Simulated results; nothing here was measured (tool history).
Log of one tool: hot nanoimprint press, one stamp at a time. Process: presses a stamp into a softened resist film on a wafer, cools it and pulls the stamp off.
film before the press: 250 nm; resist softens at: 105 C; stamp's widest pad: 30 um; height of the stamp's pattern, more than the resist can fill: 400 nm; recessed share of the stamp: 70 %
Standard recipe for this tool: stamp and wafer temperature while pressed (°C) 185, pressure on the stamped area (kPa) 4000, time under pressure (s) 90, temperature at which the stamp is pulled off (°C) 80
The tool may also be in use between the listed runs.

run,hour,stamp and wafer temperature while pressed (°C),pressure on the stamped area (kPa),time under pressure (s),temperature at which the stamp is pulled off (°C),resist left under the stamp's widest pad (nm),greatest force while the stamp is pulled off (N)
1,0,185,4000,90,80,141.2,180
2,41.3,184,4000,90,80,145,183
3,102.7,184,4000,90,80,145.1,185
# hour 118.8: stamp cleaned and given a new release coat
4,170.5,184,4000,90,87,144.8,152
5,249.5,185,4000,76,80,148,177
6,302.1,185,4000,64,80,154.6,183
7,335.7,192,4000,90,80,116.8,184
8,371.3,192,4000,90,80,117.3,183
# hour 406.9: stamp cleaned and given a new release coat
9,431.7,185,4000,90,80,140.5,181
10,487.8,185,4000,90,80,141.2,180
11,558.2,185,4000,90,76,140.4,200
12,635,185,4000,90,76,140.5,197
# hour 645.6: plate thermocouple calibrated
13,680.4,185,4000,70,80,149.7,185
# hour 696.2: stamp cleaned and given a new release coat
14,751.2,185,4000,46,80,167.1,179
15,815.2,185,4000,90,80,139.5,181
16,850.1,185,4000,90,80,140,179
17,908.7,185,4000,90,80,140,184
# hour 958.7: press's hydraulic seals changed and the load cell set to zero
# hour 990.8: stamp cleaned and given a new release coat
18,990.8,185,4000,90,80,139,183
19,1040,185,4000,90,80,139.9,187
20,1119.6,185,4000,87,80,141.8,183
21,1181.7,177,4230,52,87,187,156
22,1246.8,187,4000,103,80,127.4,181
# hour 1279.4: stamp cleaned and given a new release coat
23,1323.4,178,4000,90,80,166.3,185
# hour 1332.8: plate thermocouple calibrated
24,1365.8,185,2630,77,80,176.2,183
25,1414.7,185,5480,77,82,123.4,174
26,1496.6,185,5480,77,82,122.9,174
27,1541.9,185,5480,77,82,123.1,172
# hour 1570.5: stamp cleaned and given a new release coat
28,1629.3,189,4000,90,87,124.7,155
29,1678,189,4000,177,77,101,194

Forecast each of these 4 alternatives for the next run:
A,1745,179,3650,90,74,?,?
B,1745,185,4000,162,80,?,?
C,1745,189,5590,147,85,?,?
D,1745,189,5980,177,77,?,?

run,resist left under the stamp's widest pad (nm),greatest force while the stamp is pulled off (N)
A,168.6,208
B,116.3,185
C,87.7,161
D,79,195
With the hidden condition removed and each run's random variation left untouched, the same runs would have given:
run,resist left under the stamp's widest pad (nm),greatest force while the stamp is pulled off (N)
A,172.1,207
B,118.7,185
C,89.5,161
D,80.6,195
